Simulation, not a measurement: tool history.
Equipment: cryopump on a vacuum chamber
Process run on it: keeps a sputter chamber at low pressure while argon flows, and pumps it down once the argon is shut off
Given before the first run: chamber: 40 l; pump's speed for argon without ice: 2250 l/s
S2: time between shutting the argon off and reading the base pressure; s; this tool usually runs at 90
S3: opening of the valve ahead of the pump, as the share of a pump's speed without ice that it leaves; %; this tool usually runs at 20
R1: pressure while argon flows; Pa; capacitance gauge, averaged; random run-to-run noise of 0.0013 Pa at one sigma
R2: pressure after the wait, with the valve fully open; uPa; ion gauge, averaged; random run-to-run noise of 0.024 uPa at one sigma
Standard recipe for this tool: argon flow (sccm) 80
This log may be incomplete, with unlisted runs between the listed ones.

{"run": 1, "hour": 0.0, "argon flow (sccm)": 80, "S2": 90, "S3": 20, "R1": 0.3029, "R2": 0.98}
{"run": 2, "hour": 14.9, "argon flow (sccm)": 80, "S2": 33, "S3": 20, "R1": 0.3039, "R2": 2.18}
{"run": 3, "hour": 27.1, "argon flow (sccm)": 80, "S2": 90, "S3": 20, "R1": 0.3021, "R2": 0.97}
{"run": 4, "hour": 39.8, "argon flow (sccm)": 80, "S2": 90, "S3": 20, "R1": 0.3016, "R2": 0.99}
{"run": 5, "hour": 54.3, "argon flow (sccm)": 80, "S2": 90, "S3": 20, "R1": 0.3009, "R2": 0.96}
{"run": 6, "hour": 74.1, "argon flow (sccm)": 80, "S2": 90, "S3": 20, "R1": 0.3021, "R2": 0.96}
{"run": 7, "hour": 89.2, "argon flow (sccm)": 145, "S2": 90, "S3": 20, "R1": 0.5433, "R2": 0.96}
{"run": 8, "hour": 109.0, "argon flow (sccm)": 145, "S2": 90, "S3": 20, "R1": 0.5499, "R2": 0.95}
{"run": 9, "hour": 120.6, "argon flow (sccm)": 145, "S2": 189, "S3": 20, "R1": 0.5479, "R2": 0.59}
{"run": 10, "hour": 139.6, "argon flow (sccm)": 145, "S2": 189, "S3": 20, "R1": 0.5498, "R2": 0.57}
{"run": 11, "hour": 150.0, "argon flow (sccm)": 145, "S2": 189, "S3": 20, "R1": 0.5463, "R2": 0.58}
{"run": 12, "hour": 165.9, "argon flow (sccm)": 145, "S2": 189, "S3": 20, "R1": 0.5483, "R2": 0.63}
{"run": 13, "hour": 180.0, "argon flow (sccm)": 80, "S2": 214, "S3": 20, "R1": 0.303, "R2": 0.6}
{"run": 14, "hour": 193.1, "argon flow (sccm)": 80, "S2": 186, "S3": 20, "R1": 0.303, "R2": 0.58}
{"run": 15, "hour": 201.9, "argon flow (sccm)": 80, "S2": 186, "S3": 20, "R1": 0.3017, "R2": 0.62}
{"run": 16, "hour": 213.3, "argon flow (sccm)": 80, "S2": 90, "S3": 20, "R1": 0.3033, "R2": 0.97}
{"run": 17, "hour": 225.2, "argon flow (sccm)": 80, "S2": 90, "S3": 20, "R1": 0.3049, "R2": 0.98}
{"run": 18, "hour": 236.7, "argon flow (sccm)": 80, "S2": 90, "S3": 20, "R1": 0.3019, "R2": 0.94}
{"run": 19, "hour": 256.5, "argon flow (sccm)": 39, "S2": 51, "S3": 33, "R1": 0.0909, "R2": 1.57}
{"run": 20, "hour": 269.3, "argon flow (sccm)": 34, "S2": 63, "S3": 33, "R1": 0.079, "R2": 1.29}
{"run": 21, "hour": 289.1, "argon flow (sccm)": 34, "S2": 63, "S3": 33, "R1": 0.079, "R2": 1.28}
{"run": 22, "hour": 302.5, "argon flow (sccm)": 115, "S2": 187, "S3": 31, "R1": 0.2832, "R2": 0.63}
{"run": 23, "hour": 321.2, "argon flow (sccm)": 115, "S2": 187, "S3": 31, "R1": 0.2844, "R2": 0.65}
{"run": 24, "hour": 330.4, "argon flow (sccm)": 115, "S2": 187, "S3": 31, "R1": 0.2833, "R2": 0.62}
{"run": 25, "hour": 340.4, "argon flow (sccm)": 115, "S2": 187, "S3": 31, "R1": 0.2857, "R2": 0.62}
{"run": 26, "hour": 356.2, "argon flow (sccm)": 68, "S2": 90, "S3": 50, "R1": 0.1057, "R2": 1.02}
{"run": 27, "hour": 373.0, "argon flow (sccm)": 80, "S2": 176, "S3": 20, "R1": 0.3053, "R2": 0.63}
{"run": 28, "hour": 392.0, "argon flow (sccm)": 44, "S2": 232, "S3": 20, "R1": 0.1668, "R2": 0.59}
{"run": 29, "hour": 409.3, "argon flow (sccm)": 100, "S2": 90, "S3": 40, "R1": 0.1942, "R2": 1.09}
{"run": 30, "hour": 424.9, "argon flow (sccm)": 115, "S2": 70, "S3": 20, "R1": 0.4402, "R2": 1.27}
{"run": 31, "hour": 434.5, "argon flow (sccm)": 45, "S2": 70, "S3": 22, "R1": 0.1562, "R2": 1.19}
{"run": 32, "hour": 444.9, "argon flow (sccm)": 66, "S2": 70, "S3": 38, "R1": 0.1355, "R2": 1.26}
{"run": 33, "hour": 463.9, "argon flow (sccm)": 48, "S2": 24, "S3": 20, "R1": 0.1844, "R2": 2.85}
{"run": 34, "hour": 475.2, "argon flow (sccm)": 80, "S2": 129, "S3": 18, "R1": 0.3371, "R2": 0.82}

Below, some changes in R1 between adjacent runs. For each, the amount present without the hidden state too (settings, incoming material, random variation) and the amount remaining for the hidden state with gauge scatter not shared by both compared results:
What the log doesn't record here: pump's speed, % of a pump's without ice; cold plate's temperature, K; leak into the chamber, uPa l/s; drift of the gauge itself on working_pa, %; drift of the gauge itself on base_upa, %.
Run 12 -> 13: argon flow (sccm) 145 -> 80, S2 189 -> 214. R1 -0.2453 Pa: hidden state -0.0015, all else -0.2438.
Run 21 -> 22: argon flow (sccm) 34 -> 115, S2 63 -> 187, S3 33 -> 31. R1 +0.2042 Pa: hidden state +0.0037, all else +0.2005.
Run 28 -> 29: argon flow (sccm) 44 -> 100, S2 232 -> 90, S3 20 -> 40. R1 +0.0274 Pa: hidden state +0.0035, all else +0.0239.
Run 29 -> 30: argon flow (sccm) 100 -> 115, S2 90 -> 70, S3 40 -> 20. R1 +0.2460 Pa: hidden state +0.0012, all else +0.2448.
Run 30 -> 31: argon flow (sccm) 115 -> 45, S3 20 -> 22. R1 -0.2840 Pa: hidden state -0.0043, all else -0.2797.
